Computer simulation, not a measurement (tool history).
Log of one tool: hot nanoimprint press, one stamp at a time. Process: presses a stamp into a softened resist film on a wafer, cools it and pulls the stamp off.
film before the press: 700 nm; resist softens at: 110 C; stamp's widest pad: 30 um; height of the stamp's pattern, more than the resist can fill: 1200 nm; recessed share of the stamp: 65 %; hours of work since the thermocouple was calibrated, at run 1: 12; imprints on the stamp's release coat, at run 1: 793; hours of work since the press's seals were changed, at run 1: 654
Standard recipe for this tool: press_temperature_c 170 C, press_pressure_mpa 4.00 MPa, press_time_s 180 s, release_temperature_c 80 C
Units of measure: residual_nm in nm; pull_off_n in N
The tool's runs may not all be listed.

run	hour	press_temperature_c	press_pressure_mpa	press_time_s	release_temperature_c	hours of work since the thermocouple was calibrated	imprints on the stamp's release coat	hours of work since the press's seals were changed	residual_nm	pull_off_n
1	0.0	170	4.00	180	80	12	793	654	397.1	273
2	40.4	170	4.00	180	80	41	910	684	400.3	277
# hour 69.2: press's hydraulic seals changed and the load cell set to zero
3	74.6	170	4.00	180	80	61	986	4	391.1	281
4	116.0	170	4.00	180	80	91	1105	34	389.0	286
5	167.7	170	4.00	180	80	129	1254	73	391.7	287
6	210.9	170	4.00	180	80	161	1379	104	391.5	297
# hour 241.6: stamp cleaned and given a new release coat
7	241.6	179	4.00	180	80	179	0	123	316.4	232
8	289.6	179	4.00	180	80	214	139	158	317.8	248
9	313.4	170	4.00	180	80	232	208	175	401.2	250
10	348.7	170	4.00	180	80	258	310	201	398.9	250
11	382.3	170	4.00	180	80	283	407	226	399.5	257
12	429.8	174	4.00	180	68	318	544	261	361.4	324
13	483.0	170	4.00	109	86	357	697	300	467.3	254
14	536.5	170	4.00	109	86	396	851	340	465.9	253
# hour 568.5: plate thermocouple calibrated
15	595.0	162	3.89	180	80	19	1012	381	481.0	275
16	645.1	179	4.00	151	85	56	1156	417	335.0	260
17	674.8	170	3.22	141	80	78	1242	439	469.0	287
18	697.8	178	5.81	180	79	95	1308	456	271.5	297
19	742.1	167	3.62	97	88	128	1436	489	520.8	262
# hour 752.9: stamp cleaned and given a new release coat
20	783.9	167	3.62	97	88	154	89	515	512.1	208
21	821.0	172	3.62	97	69	181	197	543	473.8	295
22	846.5	170	4.00	280	74	200	270	561	352.6	286

4 options for the next run, each taken on its own from the tool as it stands now. Forecast them:
A	881.2	170	4.00	280	78	226	370	587	?	?
B	881.2	170	3.27	280	70	226	370	587	?	?
C	881.2	170	4.78	266	78	226	370	587	?	?
D	881.2	170	4.00	321	74	226	370	587	?	?

run	residual_nm	pull_off_n
A	355.5	272
B	393.2	309
C	328.2	261
D	339.2	286
Had the tool no hidden state, the same runs would have come out as:
run	residual_nm	pull_off_n
A	335.5	249
B	374.0	284
C	307.7	239
D	319.8	263
